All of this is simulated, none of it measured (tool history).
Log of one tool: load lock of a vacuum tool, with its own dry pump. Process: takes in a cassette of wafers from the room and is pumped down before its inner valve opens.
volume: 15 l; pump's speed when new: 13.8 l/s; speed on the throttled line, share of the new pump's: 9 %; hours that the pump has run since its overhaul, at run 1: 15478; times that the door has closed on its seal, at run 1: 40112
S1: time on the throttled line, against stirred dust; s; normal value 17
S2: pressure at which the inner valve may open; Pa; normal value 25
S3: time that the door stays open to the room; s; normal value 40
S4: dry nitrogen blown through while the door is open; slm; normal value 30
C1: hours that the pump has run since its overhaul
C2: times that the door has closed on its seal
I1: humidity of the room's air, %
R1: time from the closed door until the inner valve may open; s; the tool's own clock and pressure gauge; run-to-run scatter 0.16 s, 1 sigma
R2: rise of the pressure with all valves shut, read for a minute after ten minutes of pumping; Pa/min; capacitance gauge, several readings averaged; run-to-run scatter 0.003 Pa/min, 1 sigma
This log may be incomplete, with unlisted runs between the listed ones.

| run | day | S1 | S2 | S3 | S4 | C1 | C2 | I1 | R1 | R2 |
|---|---|---|---|---|---|---|---|---|---|---|
| 1 | 0 | 17 | 25 | 40 | 30 | 15478 | 40112 | 45.8 | 25.9 | 0.264 |
| 2 | 8.654 | 17 | 25 | 40 | 30 | 15685 | 40934 | 45.9 | 26.2 | 0.261 |
|  | 19.338 | door's seal changed, seat wiped |
| 3 | 26.492 | 17 | 18 | 40 | 30 | 16112 | 679 | 45.6 | 26.3 | 0.037 |
| 4 | 38.338 | 20 | 25 | 40 | 30 | 16396 | 1803 | 47.3 | 28.9 | 0.045 |
| 5 | 52.208 | 17 | 25 | 40 | 30 | 16729 | 3120 | 42.1 | 25.9 | 0.043 |
| 6 | 62.896 | 17 | 25 | 40 | 30 | 16986 | 4135 | 50.1 | 26.3 | 0.047 |
| 7 | 82.704 | 17 | 25 | 40 | 30 | 17461 | 6015 | 47.5 | 26 | 0.049 |
| 8 | 92.75 | 17 | 22 | 43 | 30 | 17702 | 6969 | 47.4 | 26.3 | 0.061 |
| 9 | 113.088 | 17 | 22 | 29 | 30 | 18190 | 8899 | 43.2 | 26.5 | 0.056 |
| 10 | 122.504 | 10 | 22 | 29 | 30 | 18416 | 9793 | 40.8 | 20.1 | 0.057 |
| 11 | 135.796 | 10 | 22 | 29 | 30 | 18735 | 11055 | 44.3 | 20 | 0.064 |
| 12 | 151.675 | 10 | 22 | 29 | 30 | 19116 | 12562 | 44.8 | 20 | 0.066 |
| 13 | 168.967 | 19 | 30 | 37 | 7 | 19531 | 14203 | 44.3 | 27.9 | 0.105 |

Describe how what the log doesn't record of the tool's condition differs between the last listed run preceding each entry between runs and the first listed run following it.
Runs 2 to 3: door's seal changed, seat wiped (day 19.338)
  pump's speed, % of a new pump's: 85.7 -> 85.3; leak at the door's seal, Pa l/s: 0.0591 -> 0.0034
  what was measured, less what the result would be without the hidden state, R1: +1.3 -> +1.4 s; R2: +0.231 -> +0.006 Pa/min

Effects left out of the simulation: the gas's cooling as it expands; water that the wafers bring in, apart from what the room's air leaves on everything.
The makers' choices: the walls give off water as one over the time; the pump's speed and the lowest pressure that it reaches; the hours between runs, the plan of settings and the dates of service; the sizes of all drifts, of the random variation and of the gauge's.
